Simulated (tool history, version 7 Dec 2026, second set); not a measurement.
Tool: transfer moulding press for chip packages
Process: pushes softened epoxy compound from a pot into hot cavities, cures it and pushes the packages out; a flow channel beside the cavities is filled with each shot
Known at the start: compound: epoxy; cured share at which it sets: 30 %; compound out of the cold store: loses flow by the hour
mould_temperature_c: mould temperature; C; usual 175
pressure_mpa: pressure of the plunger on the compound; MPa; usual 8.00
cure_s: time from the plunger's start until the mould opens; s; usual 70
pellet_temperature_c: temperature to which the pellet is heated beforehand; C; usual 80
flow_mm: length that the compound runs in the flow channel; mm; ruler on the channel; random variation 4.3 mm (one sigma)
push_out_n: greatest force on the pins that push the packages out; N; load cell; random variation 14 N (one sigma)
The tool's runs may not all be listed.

run    hour  mould_temperature_c  pressure_mpa  cure_s  pellet_temperature_c  incoming compound's hours out of the cold store  flow_mm  push_out_n
  1     0.0                  175          8.00      70                    80                                             31.4      746        1176
  2    76.8                  175          8.00      70                    80                                             27.0      742        1166
  3   126.0                  175          8.00      70                    80                                             31.1      723         921
  4   185.3                  175          8.00      70                    80                                             27.3      765        1258
  5   263.5                  175          8.00      70                    80                                             19.7      769        1297
  6   323.6                  175          8.00      70                    80                                             38.4      709        1215
  7   392.4                  175          8.00      70                    80                                             31.4      756        1264
  8   451.1                  175          8.00      70                    80                                             43.6      716        1084
  9   499.8                  175          8.00      70                    80                                             22.2      752         689
 10   538.2                  178          8.00      78                    80                                             35.0      713         853
 11   608.6                  175          8.00      70                    83                                             13.3      798        1202
 12   680.3                  174          9.46      70                    83                                             28.5      826        1196
 13   741.8                  176          6.98      83                    79                                             16.0      718         629
 14   823.1                  173          6.61      68                    80                                             19.9      721        1158
 15   890.0                  172          6.40      57                    75                                             10.9      719        1749
 16   961.8                  171          8.00      70                    78                                             40.0      725         986
 17  1039.6                  171          8.00      70                    78                                             38.5      751         875

Not shown: 21 entries that the log had between the listed runs. Between which runs, and how does the tool's hidden state differ before and after?
Between runs 1 and 2: cavities cleaned with cleaning compound and waxed (hour 36.4)
  true mould temperature over the reading, C: -0.16 -> -0.24; pressure that reaches the compound, % of what is set: 97.05 -> 93.72; grip of the stained cavities, % over clean ones': 74.3 -> 71.9
  measured less the result without the state, flow_mm: -10 -> -24 mm; push_out_n: +510 -> +500 N
Between runs 2 and 3: cavities cleaned with cleaning compound and waxed (hour 114.0)
  true mould temperature over the reading, C: -0.24 -> -0.3; pressure that reaches the compound, % of what is set: 93.72 -> 91.7; grip of the stained cavities, % over clean ones': 71.9 -> 34.1
  measured less the result without the state, flow_mm: -24 -> -32 mm; push_out_n: +500 -> +248 N
Between runs 3 and 4: plunger's sealing rings changed (hour 159.1)
  true mould temperature over the reading, C: -0.3 -> -0.37; pressure that reaches the compound, % of what is set: 91.7 -> 98.59; grip of the stained cavities, % over clean ones': 34.1 -> 88.3
  measured less the result without the state, flow_mm: -32 -> -4 mm; push_out_n: +248 -> +609 N
Between runs 4 and 5: cavities cleaned with cleaning compound and waxed (hour 193.3)
  true mould temperature over the reading, C: -0.37 -> -0.46; pressure that reaches the compound, % of what is set: 98.59 -> 95.09; grip of the stained cavities, % over clean ones': 88.3 -> 89
  measured less the result without the state, flow_mm: -4 -> -18 mm; push_out_n: +609 -> +631 N
Between runs 5 and 6: cavities cleaned with cleaning compound and waxed (hour 269.2)
  true mould temperature over the reading, C: -0.46 -> -0.53; pressure that reaches the compound, % of what is set: 95.09 -> 92.54; grip of the stained cavities, % over clean ones': 89 -> 80.6
  measured less the result without the state, flow_mm: -18 -> -27 mm; push_out_n: +631 -> +566 N
Between runs 6 and 7: cavities cleaned with cleaning compound and waxed (hour 345.1); plunger's sealing rings changed (hour 378.5)
  true mould temperature over the reading, C: -0.53 -> -0.6; pressure that reaches the compound, % of what is set: 92.54 -> 99.38; grip of the stained cavities, % over clean ones': 80.6 -> 79.3
  measured less the result without the state, flow_mm: -27 -> -1 mm; push_out_n: +566 -> +586 N
Between runs 7 and 8: cavities cleaned with cleaning compound and waxed (hour 424.0)
  true mould temperature over the reading, C: -0.6 -> -0.66; pressure that reaches the compound, % of what is set: 99.38 -> 97.01; grip of the stained cavities, % over clean ones': 79.3 -> 59
  measured less the result without the state, flow_mm: -1 -> -9 mm; push_out_n: +586 -> +428 N
Between runs 8 and 9: cavities cleaned with cleaning compound and waxed (hour 499.7)
  true mould temperature over the reading, C: -0.66 -> -0.72; pressure that reaches the compound, % of what is set: 97.01 -> 95.03; grip of the stained cavities, % over clean ones': 59 -> 2.8
  measured less the result without the state, flow_mm: -9 -> -17 mm; push_out_n: +428 -> +50 N
Between runs 10 and 11: mould's thermocouples calibrated (hour 567.3); cavities cleaned with cleaning compound and waxed (hour 577.1); plunger's sealing rings changed (hour 597.3)
  true mould temperature over the reading, C: -0.77 -> -1.16; pressure that reaches the compound, % of what is set: 93.48 -> 99.4; grip of the stained cavities, % over clean ones': 72.3 -> 63.8
  measured less the result without the state, flow_mm: -23 -> +0 mm; push_out_n: +370 -> +527 N
Between runs 11 and 12: cavities cleaned with cleaning compound and waxed (hour 656.4)
  true mould temperature over the reading, C: -1.16 -> -1.24; pressure that reaches the compound, % of what is set: 99.4 -> 96.21; grip of the stained cavities, % over clean ones': 63.8 -> 56.7
  measured less the result without the state, flow_mm: +0 -> -12 mm; push_out_n: +527 -> +495 N
Between runs 12 and 13: cavities cleaned with cleaning compound and waxed (hour 734.5)
  true mould temperature over the reading, C: -1.24 -> -1.31; pressure that reaches the compound, % of what is set: 96.21 -> 93.37; grip of the stained cavities, % over clean ones': 56.7 -> 24.8
  measured less the result without the state, flow_mm: -12 -> -21 mm; push_out_n: +495 -> +147 N
Between runs 13 and 14: plunger's sealing rings changed (hour 811.4); cavities cleaned with cleaning compound and waxed (hour 812.9)
  true mould temperature over the reading, C: -1.31 -> -1.4; pressure that reaches the compound, % of what is set: 93.37 -> 98.97; grip of the stained cavities, % over clean ones': 24.8 -> 30.2
  measured less the result without the state, flow_mm: -21 -> +0 mm; push_out_n: +147 -> +355 N
Between runs 14 and 15: cavities cleaned with cleaning compound and waxed (hour 886.6)
  true mould temperature over the reading, C: -1.4 -> -1.47; pressure that reaches the compound, % of what is set: 98.97 -> 96.09; grip of the stained cavities, % over clean ones': 30.2 -> 13.3
  measured less the result without the state, flow_mm: +0 -> -10 mm; push_out_n: +355 -> +318 N
Between runs 15 and 16: cavities cleaned with cleaning compound and waxed (hour 961.8)
  true mould temperature over the reading, C: -1.47 -> -1.55; pressure that reaches the compound, % of what is set: 96.09 -> 93.16; grip of the stained cavities, % over clean ones': 13.3 -> 0.5
  measured less the result without the state, flow_mm: -10 -> -22 mm; push_out_n: +318 -> +106 N
Between runs 16 and 17: mould's thermocouples calibrated, once more (hour 1005.1); plunger's sealing rings changed (hour 1029.1); cavities cleaned with cleaning compound and waxed (hour 1039.6)
  true mould temperature over the reading, C: -1.55 -> -0.28; pressure that reaches the compound, % of what is set: 93.16 -> 99.27; grip of the stained cavities, % over clean ones': 0.5 -> 3
  measured less the result without the state, flow_mm: -22 -> -2 mm; push_out_n: +106 -> +42 N
